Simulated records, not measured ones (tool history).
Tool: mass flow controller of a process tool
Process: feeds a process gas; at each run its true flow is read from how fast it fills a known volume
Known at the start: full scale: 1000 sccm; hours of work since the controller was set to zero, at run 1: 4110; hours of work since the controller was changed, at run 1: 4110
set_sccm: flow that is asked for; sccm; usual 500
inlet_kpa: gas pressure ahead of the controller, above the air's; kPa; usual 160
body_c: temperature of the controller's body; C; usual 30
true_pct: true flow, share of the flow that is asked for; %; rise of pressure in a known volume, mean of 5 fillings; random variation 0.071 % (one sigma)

run,hour,set_sccm,inlet_kpa,body_c,hours of work since the controller was set to zero,hours of work since the controller was changed,true_pct
1,0.0,500,160,30,4110,4110,99.71
2,284.4,500,160,30,4209,4209,99.85
3,447.0,500,160,30,4266,4266,99.89
4,669.6,500,160,30,4343,4343,99.89
5,862.5,906,160,30,4410,4410,100.44
6,1054.1,233,160,30,4477,4477,99.60
7,1239.3,233,160,30,4541,4541,99.71
8,1573.2,233,160,30,4657,4657,99.63
9,1851.9,233,160,30,4754,4754,99.63
10,2035.9,163,160,30,4818,4818,99.48
11,2184.8,163,160,30,4870,4870,99.64
12,2439.8,163,160,30,4958,4958,99.63
13,2721.6,163,160,30,5056,5056,99.60
14,2927.3,320,160,30,5128,5128,100.02
15,3138.3,320,160,30,5201,5201,99.89
16,3412.6,320,160,30,5296,5296,100.01
17,3713.2,320,160,30,5401,5401,99.97
18,4042.1,183,160,35,5515,5515,100.05
19,4218.2,183,160,24,5576,5576,99.80
20,4361.4,275,160,26,5626,5626,99.91
21,4505.7,466,149,30,5676,5676,100.31
22,4700.5,901,163,39,5744,5744,101.15
23,5015.7,901,147,22,5854,5854,100.63
24,5289.2,128,188,21,5949,5949,99.37
25,5487.9,128,188,21,6018,6018,99.40
26,5682.7,916,142,21,6085,6085,100.58
27,5920.4,740,149,23,6168,6168,100.52
28,6203.0,740,149,23,6266,6266,100.48
29,6484.0,500,234,30,6364,6364,100.10
30,6658.0,500,160,37,6424,6424,100.82
31,6961.3,413,205,30,6530,6530,100.24
32,7215.9,731,205,30,6618,6618,100.65
33,7486.2,731,205,30,6712,6712,100.60

Measured less the same run without the tool's hidden state. The same run-to-run variation is in both; the gauge's scatter may not be:
The hidden state here: flow at rest that the sensor doesn't see, % of full scale; true flow over the shown one, %; drift of the gauge itself on true_pct, %.
run,true_pct
1,+0.00
2,+0.03
3,+0.05
4,+0.07
5,+0.09
6,+0.11
7,+0.13
8,+0.16
9,+0.19
10,+0.22
11,+0.23
12,+0.26
13,+0.29
14,+0.32
15,+0.34
16,+0.37
17,+0.40
18,+0.43
19,+0.45
20,+0.47
21,+0.49
22,+0.51
23,+0.55
24,+0.57
25,+0.59
26,+0.62
27,+0.64
28,+0.68
29,+0.70
30,+0.73
31,+0.76
32,+0.79
33,+0.82

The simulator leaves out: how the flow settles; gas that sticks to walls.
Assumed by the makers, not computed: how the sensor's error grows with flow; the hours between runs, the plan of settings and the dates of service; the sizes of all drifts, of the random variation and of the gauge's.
